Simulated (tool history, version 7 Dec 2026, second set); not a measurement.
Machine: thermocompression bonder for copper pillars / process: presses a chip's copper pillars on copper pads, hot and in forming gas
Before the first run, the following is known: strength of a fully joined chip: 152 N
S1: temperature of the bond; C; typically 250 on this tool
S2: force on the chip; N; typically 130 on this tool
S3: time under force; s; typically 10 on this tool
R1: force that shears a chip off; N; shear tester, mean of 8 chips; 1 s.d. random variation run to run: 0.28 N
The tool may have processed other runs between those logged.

run 1 hour=0.0 | S1=250 S2=130 S3=10 | R1=94.0
-- hour=48.4 heater calibrated with a thermocouple chip
run 2 hour=48.4 | S1=276 S2=130 S3=10 | R1=108.1
-- hour=124.6 forming gas filter changed
run 3 hour=128.0 | S1=276 S2=130 S3=10 | R1=111.7
run 4 hour=192.4 | S1=276 S2=130 S3=10 | R1=111.9
run 5 hour=274.0 | S1=250 S2=130 S3=13 | R1=99.0
run 6 hour=313.1 | S1=250 S2=130 S3=13 | R1=98.6
run 7 hour=397.0 | S1=250 S2=84 S3=10 | R1=70.6
run 8 hour=451.5 | S1=250 S2=130 S3=10 | R1=90.8
run 9 hour=533.3 | S1=250 S2=130 S3=10 | R1=90.6
run 10 hour=596.1 | S1=250 S2=130 S3=10 | R1=90.8
run 11 hour=660.8 | S1=250 S2=130 S3=10 | R1=90.4
run 12 hour=707.9 | S1=274 S2=149 S3=26 | R1=132.0
-- hour=720.5 forming gas filter changed
run 13 hour=795.2 | S1=274 S2=149 S3=26 | R1=138.3
run 14 hour=844.5 | S1=243 S2=144 S3=10 | R1=93.9
run 15 hour=926.9 | S1=233 S2=119 S3=13 | R1=82.9
run 16 hour=1010.3 | S1=238 S2=162 S3=8 | R1=89.1
run 17 hour=1094.1 | S1=253 S2=130 S3=10 | R1=95.8
run 18 hour=1179.3 | S1=221 S2=130 S3=22 | R1=89.9
run 19 hour=1233.3 | S1=250 S2=130 S3=9 | R1=89.9
run 20 hour=1307.5 | S1=268 S2=187 S3=13 | R1=126.2
-- hour=1316.1 forming gas filter changed
run 21 hour=1353.0 | S1=268 S2=187 S3=13 | R1=132.2
run 22 hour=1434.3 | S1=260 S2=129 S3=21 | R1=123.2

What if the next run were any one of these 4? Each begins from the tool's condition after run 22:
run A hour=1518.8 | S1=220 S2=130 S3=10 | R1=?
run B hour=1518.8 | S1=260 S2=149 S3=21 | R1=?
run C hour=1518.8 | S1=250 S2=104 S3=10 | R1=?
run D hour=1518.8 | S1=246 S2=165 S3=10 | R1=?

run=A R1=72.1
run=B R1=127.8
run=C R1=85.9
run=D R1=104.8
Had the tool no hidden state, the same runs would have come out as:
run=A R1=64.5
run=B R1=122.9
run=C R1=78.4
run=D R1=97.4
